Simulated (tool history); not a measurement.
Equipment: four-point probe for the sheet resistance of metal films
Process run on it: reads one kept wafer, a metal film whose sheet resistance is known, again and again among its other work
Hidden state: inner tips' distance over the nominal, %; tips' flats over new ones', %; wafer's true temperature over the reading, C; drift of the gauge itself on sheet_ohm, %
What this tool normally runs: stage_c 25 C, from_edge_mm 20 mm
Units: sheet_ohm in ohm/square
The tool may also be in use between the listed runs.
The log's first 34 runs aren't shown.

run	hour	stage_c	from_edge_mm	touches since the probe head was changed	hours of work since the stage's thermometer was calibrated	sheet_ohm
35	1141.1	31	5	64882	1965	0.193123
36	1163.2	19	20	65693	1977	0.193527
37	1184.5	19	20	66474	1987	0.193544
38	1213.8	33	71	67550	2003	0.191957
39	1248.2	31	21	68811	2020	0.192193
40	1292.9	25	8	70450	2043	0.193215
41	1320.5	30	14	71464	2058	0.192365
42	1355.2	30	14	72736	2076	0.192438

4 options for the next run, each taken on its own from the tool as it stands now. Forecast them:
A	1391.5	21	61	74068	2094	?
B	1391.5	25	6	74068	2094	?
C	1391.5	26	20	74068	2094	?
D	1391.5	30	29	74068	2094	?

run	sheet_ohm
A	0.193248
B	0.193534
C	0.192764
D	0.192291
Had the tool no hidden state, the same runs would have come out as:
run	sheet_ohm
A	0.193236
B	0.193522
C	0.192752
D	0.192279

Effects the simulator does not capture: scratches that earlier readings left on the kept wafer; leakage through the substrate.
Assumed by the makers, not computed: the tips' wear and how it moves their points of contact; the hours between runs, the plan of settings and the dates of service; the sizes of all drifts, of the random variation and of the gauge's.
